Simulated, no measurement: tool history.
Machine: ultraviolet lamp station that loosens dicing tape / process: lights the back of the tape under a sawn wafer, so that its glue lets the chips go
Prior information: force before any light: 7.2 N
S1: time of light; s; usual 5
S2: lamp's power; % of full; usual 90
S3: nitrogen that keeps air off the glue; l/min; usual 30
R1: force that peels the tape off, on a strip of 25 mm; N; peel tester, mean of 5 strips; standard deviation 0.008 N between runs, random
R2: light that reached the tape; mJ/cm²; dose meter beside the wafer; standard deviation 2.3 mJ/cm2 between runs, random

{"run": 1, "hour": 0.0, "S1": 5, "S2": 90, "S3": 30, "R1": 0.314, "R2": 239}
{"run": 2, "hour": 42.3, "S1": 2, "S2": 90, "S3": 30, "R1": 1.521, "R2": 99}
{"run": 3, "hour": 88.1, "S1": 5, "S2": 90, "S3": 30, "R1": 0.322, "R2": 241}
{"run": 4, "hour": 113.1, "S1": 5, "S2": 90, "S3": 30, "R1": 0.303, "R2": 239}
{"run": 5, "hour": 147.1, "S1": 9, "S2": 90, "S3": 30, "R1": 0.236, "R2": 433}
{"run": 6, "hour": 172.3, "S1": 9, "S2": 90, "S3": 30, "R1": 0.225, "R2": 430}
{"hour": 187.4, "done": "window cleaned of glue's vapour"}
{"run": 7, "hour": 218.2, "S1": 2, "S2": 90, "S3": 30, "R1": 1.472, "R2": 94}
{"run": 8, "hour": 244.0, "S1": 5, "S2": 81, "S3": 30, "R1": 0.362, "R2": 217}
{"run": 9, "hour": 272.9, "S1": 5, "S2": 81, "S3": 30, "R1": 0.353, "R2": 215}
{"run": 10, "hour": 297.7, "S1": 5, "S2": 81, "S3": 30, "R1": 0.363, "R2": 218}
{"run": 11, "hour": 325.0, "S1": 5, "S2": 82, "S3": 30, "R1": 0.353, "R2": 218}
{"run": 12, "hour": 344.8, "S1": 5, "S2": 82, "S3": 30, "R1": 0.37, "R2": 219}
{"run": 13, "hour": 377.2, "S1": 5, "S2": 82, "S3": 30, "R1": 0.352, "R2": 220}
{"run": 14, "hour": 407.8, "S1": 5, "S2": 90, "S3": 30, "R1": 0.318, "R2": 237}
{"run": 15, "hour": 449.4, "S1": 5, "S2": 90, "S3": 30, "R1": 0.321, "R2": 241}
{"run": 16, "hour": 478.4, "S1": 5, "S2": 90, "S3": 30, "R1": 0.31, "R2": 242}
{"run": 17, "hour": 521.8, "S1": 5, "S2": 72, "S3": 30, "R1": 0.428, "R2": 192}
{"run": 18, "hour": 558.7, "S1": 5, "S2": 72, "S3": 9, "R1": 0.854, "R2": 192}
{"run": 19, "hour": 579.3, "S1": 7, "S2": 90, "S3": 30, "R1": 0.235, "R2": 336}
{"run": 20, "hour": 601.7, "S1": 5, "S2": 90, "S3": 48, "R1": 0.261, "R2": 243}
{"run": 21, "hour": 626.1, "S1": 5, "S2": 90, "S3": 48, "R1": 0.271, "R2": 241}
{"run": 22, "hour": 668.8, "S1": 5, "S2": 69, "S3": 42, "R1": 0.4, "R2": 181}
{"run": 23, "hour": 695.6, "S1": 9, "S2": 90, "S3": 36, "R1": 0.215, "R2": 433}
{"run": 24, "hour": 735.8, "S1": 9, "S2": 90, "S3": 36, "R1": 0.232, "R2": 433}
{"hour": 745.1, "done": "window cleaned of glue's vapour"}
{"run": 25, "hour": 774.3, "S1": 9, "S2": 70, "S3": 33, "R1": 0.252, "R2": 339}
{"run": 26, "hour": 799.2, "S1": 9, "S2": 70, "S3": 33, "R1": 0.237, "R2": 337}
{"run": 27, "hour": 817.9, "S1": 5, "S2": 71, "S3": 19, "R1": 0.598, "R2": 192}
{"run": 28, "hour": 860.4, "S1": 5, "S2": 71, "S3": 19, "R1": 0.575, "R2": 190}
{"run": 29, "hour": 901.2, "S1": 8, "S2": 85, "S3": 15, "R1": 0.26, "R2": 359}
{"run": 30, "hour": 937.1, "S1": 4, "S2": 90, "S3": 30, "R1": 0.433, "R2": 191}
{"run": 31, "hour": 979.3, "S1": 7, "S2": 61, "S3": 47, "R1": 0.305, "R2": 229}
{"run": 32, "hour": 1002.7, "S1": 5, "S2": 75, "S3": 30, "R1": 0.411, "R2": 199}
{"run": 33, "hour": 1023.6, "S1": 7, "S2": 90, "S3": 12, "R1": 0.298, "R2": 334}
{"run": 34, "hour": 1059.2, "S1": 9, "S2": 77, "S3": 10, "R1": 0.284, "R2": 370}
{"run": 35, "hour": 1080.5, "S1": 10, "S2": 62, "S3": 24, "R1": 0.245, "R2": 331}
{"run": 36, "hour": 1099.4, "S1": 4, "S2": 88, "S3": 10, "R1": 0.882, "R2": 187}
{"run": 37, "hour": 1129.9, "S1": 5, "S2": 73, "S3": 30, "R1": 0.434, "R2": 192}
{"run": 38, "hour": 1173.5, "S1": 5, "S2": 70, "S3": 30, "R1": 0.455, "R2": 185}
{"run": 39, "hour": 1211.4, "S1": 4, "S2": 70, "S3": 30, "R1": 0.688, "R2": 149}
{"run": 40, "hour": 1253.7, "S1": 4, "S2": 70, "S3": 30, "R1": 0.69, "R2": 148}
{"run": 41, "hour": 1276.6, "S1": 4, "S2": 70, "S3": 13, "R1": 1.143, "R2": 152}

4 options for the next run, each taken on its own from the tool as it stands now. Forecast them:
{"hour": 1304.2, "done": "window cleaned of glue's vapour"}
{"run": "A", "hour": 1308.0, "S1": 5, "S2": 90, "S3": 9, "R1": "?", "R2": "?"}
{"hour": 1304.2, "done": "window cleaned of glue's vapour"}
{"run": "B", "hour": 1308.0, "S1": 8, "S2": 90, "S3": 12, "R1": "?", "R2": "?"}
{"hour": 1304.2, "done": "window cleaned of glue's vapour"}
{"run": "C", "hour": 1308.0, "S1": 9, "S2": 70, "S3": 13, "R1": "?", "R2": "?"}
{"hour": 1304.2, "done": "window cleaned of glue's vapour"}
{"run": "D", "hour": 1308.0, "S1": 5, "S2": 63, "S3": 50, "R1": "?", "R2": "?"}

run=A R1=0.581 R2=238
run=B R1=0.273 R2=383
run=C R1=0.295 R2=334
run=D R1=0.426 R2=167
Take away the tool's hidden state, keep each run's random variation, and the runs would have read:
run=A R1=0.58 R2=239
run=B R1=0.273 R2=383
run=C R1=0.295 R2=335
run=D R1=0.426 R2=167
